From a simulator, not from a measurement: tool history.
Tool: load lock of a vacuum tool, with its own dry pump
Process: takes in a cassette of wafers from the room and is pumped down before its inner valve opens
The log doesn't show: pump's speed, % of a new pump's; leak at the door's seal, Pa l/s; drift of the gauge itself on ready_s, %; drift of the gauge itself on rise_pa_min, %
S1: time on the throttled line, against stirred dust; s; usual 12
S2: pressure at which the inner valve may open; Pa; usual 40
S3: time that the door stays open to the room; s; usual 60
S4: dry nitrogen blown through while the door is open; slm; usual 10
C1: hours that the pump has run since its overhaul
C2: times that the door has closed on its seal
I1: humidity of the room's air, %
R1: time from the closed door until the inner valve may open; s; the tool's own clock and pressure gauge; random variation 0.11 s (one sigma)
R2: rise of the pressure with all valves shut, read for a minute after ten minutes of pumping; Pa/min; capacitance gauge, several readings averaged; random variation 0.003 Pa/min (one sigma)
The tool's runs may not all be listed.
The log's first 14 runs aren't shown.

run	hour	S1	S2	S3	S4	C1	C2	I1	R1	R2
15	4905.2	12	40	60	10	8150	3194	49.2	21.7	0.059
16	5322.3	12	40	60	10	8567	4821	44.3	21.8	0.061
17	5517.5	12	40	60	10	8762	5582	46.3	21.9	0.066
18	5887.1	12	40	60	10	9131	7024	46.2	22.1	0.066
# hour 6163.5: dry pump taken out, an overhauled one fitted
19	6273.8	12	40	60	10	110	8508	45.3	20.7	0.066
20	6483.1	8	54	129	13	320	9325	47.3	16.7	0.08
21	6855.1	8	54	129	13	692	10776	46	16.7	0.086
22	7092	10	40	60	7	928	11700	45.5	18.7	0.091
23	7353.3	12	40	60	13	1190	12719	44.2	20.4	0.079
24	7597.5	12	50	82	10	1434	13672	45.4	20.3	0.1
25	7951.3	12	50	82	10	1788	15052	43.5	20.6	0.104
26	8341.9	7	71	180	11	2178	16575	46.5	15.7	0.125
27	8693.9	7	71	174	16	2530	17948	41.1	15.8	0.112
28	8977.5	7	69	174	16	2814	19054	44.5	15.9	0.13
29	9265.7	7	54	60	14	3102	20178	44.1	16.2	0.124
30	9607.6	7	54	60	14	3444	21512	44.1	16.4	0.126
31	9842.2	15	66	60	10	3679	22427	44.3	22.9	0.139
32	10025.4	15	61	176	12	3862	23142	43.6	23	0.152
33	10231.8	7	46	176	8	4068	23947	47.3	16.6	0.181
34	10458.3	6	36	176	8	4295	24830	45.6	16.2	0.185
35	10737.7	6	36	176	8	4574	25920	41.9	16.2	0.178
36	11164.1	6	42	29	34	5001	27583	42.4	16.1	0.152
37	11387.3	12	40	67	4	5224	28454	47.6	21.2	0.204

Forecast each of these 4 alternatives for the next run:
A	11747.5	12	40	73	4	5584	29859	44.7	?	?
B	11747.5	12	32	67	4	5584	29859	43.9	?	?
C	11747.5	12	28	49	11	5584	29859	45.4	?	?
D	11747.5	12	80	60	10	5584	29859	43.3	?	?

run	R1	R2
A	21.5	0.217
B	21.6	0.21
C	21.8	0.185
D	20.5	0.195
Without the tool's hidden state the same runs would have given:
run	R1	R2
A	20.4	0.069
B	20.5	0.06
C	20.7	0.038
D	19.6	0.046

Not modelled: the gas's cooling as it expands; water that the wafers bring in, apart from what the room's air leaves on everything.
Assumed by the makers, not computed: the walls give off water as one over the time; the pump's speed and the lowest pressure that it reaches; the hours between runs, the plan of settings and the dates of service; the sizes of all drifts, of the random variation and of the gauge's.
